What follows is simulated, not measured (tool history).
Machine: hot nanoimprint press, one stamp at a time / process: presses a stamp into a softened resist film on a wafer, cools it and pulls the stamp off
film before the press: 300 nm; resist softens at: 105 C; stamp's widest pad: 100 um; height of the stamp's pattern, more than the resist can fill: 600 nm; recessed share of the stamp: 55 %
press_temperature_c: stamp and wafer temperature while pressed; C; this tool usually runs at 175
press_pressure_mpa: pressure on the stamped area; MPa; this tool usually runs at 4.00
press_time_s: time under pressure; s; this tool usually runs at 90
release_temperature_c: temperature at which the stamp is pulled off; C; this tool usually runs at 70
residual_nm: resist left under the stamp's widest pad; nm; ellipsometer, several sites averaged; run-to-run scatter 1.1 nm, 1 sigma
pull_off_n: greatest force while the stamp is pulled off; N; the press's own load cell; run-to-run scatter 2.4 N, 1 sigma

| run | hour | press_temperature_c | press_pressure_mpa | press_time_s | release_temperature_c | residual_nm | pull_off_n |
|---|---|---|---|---|---|---|---|
| 1 | 0.0 | 175 | 4.00 | 90 | 70 | 179.5 | 122 |
|  | 54.5 | plate thermocouple calibrated |
| 2 | 82.7 | 175 | 4.00 | 90 | 65 | 167.8 | 137 |
| 3 | 155.2 | 175 | 4.00 | 90 | 65 | 169.7 | 140 |
| 4 | 236.6 | 175 | 4.00 | 90 | 70 | 171.3 | 125 |
| 5 | 327.1 | 175 | 4.00 | 56 | 70 | 199.1 | 137 |
| 6 | 374.0 | 175 | 4.00 | 90 | 70 | 173.0 | 133 |
| 7 | 469.3 | 175 | 4.00 | 90 | 70 | 175.1 | 144 |
| 8 | 540.8 | 182 | 5.89 | 59 | 76 | 129.0 | 122 |
| 9 | 602.3 | 180 | 3.38 | 119 | 62 | 140.1 | 179 |
| 10 | 642.0 | 180 | 4.74 | 119 | 77 | 120.8 | 122 |
|  | 679.8 | plate thermocouple calibrated |
|  | 698.7 | stamp cleaned and given a new release coat |
| 11 | 743.5 | 174 | 4.74 | 119 | 63 | 149.9 | 141 |
| 12 | 834.0 | 165 | 2.79 | 175 | 70 | 228.4 | 117 |
| 13 | 896.4 | 175 | 2.48 | 90 | 70 | 204.8 | 120 |
|  | 969.6 | press's hydraulic seals changed and the load cell set to zero |
| 14 | 998.7 | 178 | 4.00 | 46 | 70 | 190.3 | 131 |

Here are 3 independent what-if runs from the current tool condition. What would each one return?
| A | 1062.2 | 178 | 4.00 | 46 | 70 | ? | ? |
| B | 1062.2 | 175 | 2.59 | 90 | 70 | ? | ? |
| C | 1062.2 | 182 | 4.00 | 90 | 65 | ? | ? |

| run | residual_nm | pull_off_n |
|---|---|---|
| A | 190.3 | 132 |
| B | 202.9 | 129 |
| C | 130.0 | 148 |
Take away the tool's hidden state, keep each run's random variation, and the runs would have read:
| run | residual_nm | pull_off_n |
|---|---|---|
| A | 185.4 | 112 |
| B | 197.9 | 109 |
| C | 125.8 | 126 |
